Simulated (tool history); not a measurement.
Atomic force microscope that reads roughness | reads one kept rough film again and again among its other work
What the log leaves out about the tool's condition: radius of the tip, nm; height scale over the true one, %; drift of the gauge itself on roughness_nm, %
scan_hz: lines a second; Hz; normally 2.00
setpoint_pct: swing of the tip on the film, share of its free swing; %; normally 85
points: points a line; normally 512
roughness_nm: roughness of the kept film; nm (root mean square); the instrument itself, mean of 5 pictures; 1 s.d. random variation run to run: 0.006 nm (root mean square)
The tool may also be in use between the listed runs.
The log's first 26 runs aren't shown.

run    hour  scan_hz  setpoint_pct  points  pictures with this tip  hours of work since the height scale was calibrated  roughness_nm
     1327.4  -- new tip fitted
 27  1350.8     1.60            83     509                      42                                                 1623         1.158
 28  1397.1     1.60            83     509                     124                                                 1648         1.152
     1436.6  -- height scale calibrated on a step standard
     1446.8  -- new tip fitted
 29  1467.6     1.87            83     509                      37                                                   16         1.134
 30  1505.8     2.00            85     624                     105                                                   37         1.126
 31  1552.5     1.18            66     339                     188                                                   62         1.168
     1567.5  -- new tip fitted
 32  1586.3     1.18            77     339                      33                                                   80         1.158
 33  1649.9     1.18            77     339                     146                                                  114         1.155
     1688.4  -- new tip fitted
 34  1724.6     0.50            64     339                      64                                                  154         1.179
 35  1787.8     0.50            78     339                     177                                                  188         1.174
     1809.6  -- new tip fitted
 36  1841.0     0.50            78     339                      56                                                  217         1.165
 37  1906.8     0.50            78     339                     173                                                  252         1.172
     1933.2  -- new tip fitted
 38  1950.6     3.92            77     602                      31                                                  276         1.116
 39  2001.1     1.88            77     602                     121                                                  303         1.153
     2052.6  -- new tip fitted
 40  2055.7     1.21            85     501                       5                                                  332         1.166
 41  2096.1     0.97            58     289                      77                                                  354         1.168

Consider 5 possible next runs. They are alternatives, not a sequence: every one starts from the tool as it was left by run 41. What does each give?
  A  2157.0     2.80            85     465                     185                                                  386             ?
  B  2157.0     0.97            74     289                     185                                                  386             ?
  C  2157.0     2.00            85     449                     185                                                  386             ?
  D  2157.0     2.00            85     650                     185                                                  386             ?
  E  2157.0     0.97            58     386                     185                                                  386             ?

run  roughness_nm
  A         1.080
  B         1.150
  C         1.110
  D         1.130
  E         1.181
What these runs would have given with no unlogged condition in the tool:
run  roughness_nm
  A         1.084
  B         1.155
  C         1.114
  D         1.135
  E         1.186
